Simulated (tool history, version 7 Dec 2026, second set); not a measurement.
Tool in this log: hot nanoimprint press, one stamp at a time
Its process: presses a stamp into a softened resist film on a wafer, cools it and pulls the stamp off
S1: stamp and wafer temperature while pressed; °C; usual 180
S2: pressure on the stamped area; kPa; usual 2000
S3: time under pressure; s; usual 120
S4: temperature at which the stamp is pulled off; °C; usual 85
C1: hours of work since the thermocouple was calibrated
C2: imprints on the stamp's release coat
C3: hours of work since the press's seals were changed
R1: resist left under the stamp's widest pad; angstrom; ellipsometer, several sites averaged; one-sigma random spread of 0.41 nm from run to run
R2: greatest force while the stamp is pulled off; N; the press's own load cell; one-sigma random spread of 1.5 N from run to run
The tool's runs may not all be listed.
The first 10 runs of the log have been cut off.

{"run": 11, "day": 27.125, "S1": 172, "S2": 2000, "S3": 120, "S4": 85, "C1": 253, "C2": 477, "C3": 304, "R1": 1339, "R2": 191}
{"day": 29.942, "done": "stamp cleaned and given a new release coat"}
{"run": 12, "day": 30.212, "S1": 180, "S2": 2000, "S3": 120, "S4": 83, "C1": 285, "C2": 16, "C3": 336, "R1": 1134, "R2": 190}
{"day": 33.062, "done": "plate thermocouple calibrated"}
{"run": 13, "day": 33.467, "S1": 180, "S2": 2000, "S3": 120, "S4": 83, "C1": 5, "C2": 202, "C3": 371, "R1": 1157, "R2": 200}
{"run": 14, "day": 35.867, "S1": 180, "S2": 2000, "S3": 120, "S4": 83, "C1": 32, "C2": 345, "C3": 398, "R1": 1146, "R2": 204}
{"run": 15, "day": 39.388, "S1": 180, "S2": 2000, "S3": 120, "S4": 83, "C1": 71, "C2": 555, "C3": 438, "R1": 1146, "R2": 206}
{"day": 40.712, "done": "stamp cleaned and given a new release coat"}
{"run": 16, "day": 42.408, "S1": 180, "S2": 2000, "S3": 120, "S4": 83, "C1": 102, "C2": 101, "C3": 469, "R1": 1160, "R2": 198}
{"run": 17, "day": 45.188, "S1": 180, "S2": 2000, "S3": 120, "S4": 83, "C1": 133, "C2": 267, "C3": 500, "R1": 1157, "R2": 199}
{"run": 18, "day": 48.529, "S1": 184, "S2": 1520, "S3": 75, "S4": 76, "C1": 171, "C2": 466, "C3": 538, "R1": 1361, "R2": 243}
{"run": 19, "day": 51.025, "S1": 184, "S2": 1520, "S3": 75, "S4": 76, "C1": 199, "C2": 615, "C3": 566, "R1": 1354, "R2": 247}
{"day": 51.562, "done": "stamp cleaned and given a new release coat"}
{"run": 20, "day": 53.583, "S1": 184, "S2": 1520, "S3": 75, "S4": 76, "C1": 225, "C2": 120, "C3": 591, "R1": 1354, "R2": 226}
{"run": 21, "day": 55.479, "S1": 181, "S2": 2050, "S3": 88, "S4": 72, "C1": 246, "C2": 233, "C3": 613, "R1": 1222, "R2": 256}
{"run": 22, "day": 58.217, "S1": 181, "S2": 2050, "S3": 88, "S4": 72, "C1": 277, "C2": 396, "C3": 644, "R1": 1217, "R2": 257}
{"run": 23, "day": 59.642, "S1": 180, "S2": 2080, "S3": 120, "S4": 84, "C1": 293, "C2": 481, "C3": 660, "R1": 1130, "R2": 195}
{"day": 61.712, "done": "plate thermocouple calibrated"}
{"day": 62.371, "done": "stamp cleaned and given a new release coat"}
{"run": 24, "day": 62.604, "S1": 172, "S2": 2080, "S3": 120, "S4": 74, "C1": 7, "C2": 14, "C3": 689, "R1": 1356, "R2": 238}
{"run": 25, "day": 64.962, "S1": 172, "S2": 2080, "S3": 120, "S4": 74, "C1": 34, "C2": 155, "C3": 715, "R1": 1362, "R2": 241}
{"run": 26, "day": 68.017, "S1": 170, "S2": 1240, "S3": 96, "S4": 74, "C1": 68, "C2": 337, "C3": 749, "R1": 1687, "R2": 252}
{"run": 27, "day": 70.075, "S1": 170, "S2": 2950, "S3": 145, "S4": 75, "C1": 91, "C2": 460, "C3": 772, "R1": 1186, "R2": 246}
{"day": 72.996, "done": "stamp cleaned and given a new release coat"}
{"run": 28, "day": 73.383, "S1": 170, "S2": 2950, "S3": 145, "S4": 75, "C1": 125, "C2": 23, "C3": 807, "R1": 1184, "R2": 232}
{"run": 29, "day": 75.212, "S1": 184, "S2": 2000, "S3": 192, "S4": 89, "C1": 146, "C2": 132, "C3": 827, "R1": 916, "R2": 163}
{"run": 30, "day": 76.758, "S1": 191, "S2": 1300, "S3": 156, "S4": 85, "C1": 163, "C2": 224, "C3": 845, "R1": 1040, "R2": 184}

Forecast each of these 3 alternatives for the next run:
{"run": "A", "day": 79.862, "S1": 191, "S2": 1300, "S3": 104, "S4": 85, "C1": 198, "C2": 409, "C3": 880, "R1": "?", "R2": "?"}
{"run": "B", "day": 79.862, "S1": 191, "S2": 2000, "S3": 122, "S4": 85, "C1": 198, "C2": 409, "C3": 880, "R1": "?", "R2": "?"}
{"run": "C", "day": 79.862, "S1": 180, "S2": 2710, "S3": 120, "S4": 85, "C1": 198, "C2": 409, "C3": 880, "R1": "?", "R2": "?"}

run=A R1=1166 R2=191
run=B R1=917 R2=192
run=C R1=1017 R2=188
Without the tool's hidden state the same runs would have given:
run=A R1=1150 R2=185
run=B R1=890 R2=186
run=C R1=976 R2=182
